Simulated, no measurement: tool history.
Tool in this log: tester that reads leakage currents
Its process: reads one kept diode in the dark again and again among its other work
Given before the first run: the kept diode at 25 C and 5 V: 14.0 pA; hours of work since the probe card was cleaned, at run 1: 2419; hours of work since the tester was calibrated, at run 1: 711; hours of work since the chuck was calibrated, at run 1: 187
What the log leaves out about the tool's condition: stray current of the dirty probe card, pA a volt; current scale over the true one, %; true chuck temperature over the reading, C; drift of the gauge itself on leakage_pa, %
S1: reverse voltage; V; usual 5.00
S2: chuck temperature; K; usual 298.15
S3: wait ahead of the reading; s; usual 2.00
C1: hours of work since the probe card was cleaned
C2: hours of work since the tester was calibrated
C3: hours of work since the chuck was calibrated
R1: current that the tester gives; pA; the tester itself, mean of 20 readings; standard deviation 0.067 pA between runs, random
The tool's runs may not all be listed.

run	day	S1	S2	S3	C1	C2	C3	R1
1	0.000	5.00	298.15	2.00	2419	711	187	20.91
2	1.538	5.00	298.15	2.00	2435	727	203	20.86
3	2.792	5.00	298.15	2.00	2449	740	217	21.05
4	3.925	5.00	298.15	2.00	2461	752	228	21.06
5	5.092	5.00	298.15	2.00	2473	764	241	21.08
6	7.058	5.00	298.15	2.00	2494	785	262	21.12
7	8.921	7.41	298.15	2.00	2513	805	281	28.02
8	10.204	10.34	298.15	2.00	2527	818	295	35.91
9	11.792	10.34	298.15	1.28	2544	835	312	36.57
10	13.833	5.00	298.15	8.87	2565	857	333	20.95
11	15.975	5.00	298.15	8.87	2588	879	356	20.72
12	17.492	5.00	298.15	2.29	2604	895	372	21.16
13	19.642	7.64	324.15	0.58	2627	918	395	148.98
14	20.625	7.64	324.15	0.58	2637	928	405	148.79
15	21.875	1.61	321.15	1.86	2650	942	418	48.69
16	23.029	1.97	317.15	0.64	2662	954	430	41.57
17	24.921	1.97	293.15	0.43	2682	974	450	9.17
18	25.921	1.97	293.15	0.43	2693	984	461	9.20
19	27.921	3.04	312.15	2.13	2714	1006	482	37.28
20	29.517	3.04	312.15	2.13	2731	1022	499	37.49
21	30.579	18.05	297.15	2.62	2742	1034	510	53.28
22	32.625	16.50	326.15	0.52	2764	1055	532	268.62
23	33.533	1.07	326.15	0.58	2773	1065	541	54.65
24	35.350	5.00	311.15	2.00	2793	1084	560	47.41

Consider 5 possible next runs. They are alternatives, not a sequence: every one starts from the tool as it was left by run 24. What does each give?
A	37.525	5.00	321.15	2.00	2816	1107	583	?
B	37.525	8.64	299.15	0.35	2816	1107	583	?
C	37.525	5.00	316.15	3.04	2816	1107	583	?
D	37.525	5.76	323.15	2.00	2816	1107	583	?
E	37.525	5.00	294.15	5.39	2816	1107	583	?

run	R1
A	93.33
B	38.99
C	65.99
D	115.87
E	17.38
The same runs, with their run-to-run variation unchanged, on a tool lacking any hidden condition would have given:
run	R1
A	89.25
B	26.86
C	60.91
D	111.47
E	10.27

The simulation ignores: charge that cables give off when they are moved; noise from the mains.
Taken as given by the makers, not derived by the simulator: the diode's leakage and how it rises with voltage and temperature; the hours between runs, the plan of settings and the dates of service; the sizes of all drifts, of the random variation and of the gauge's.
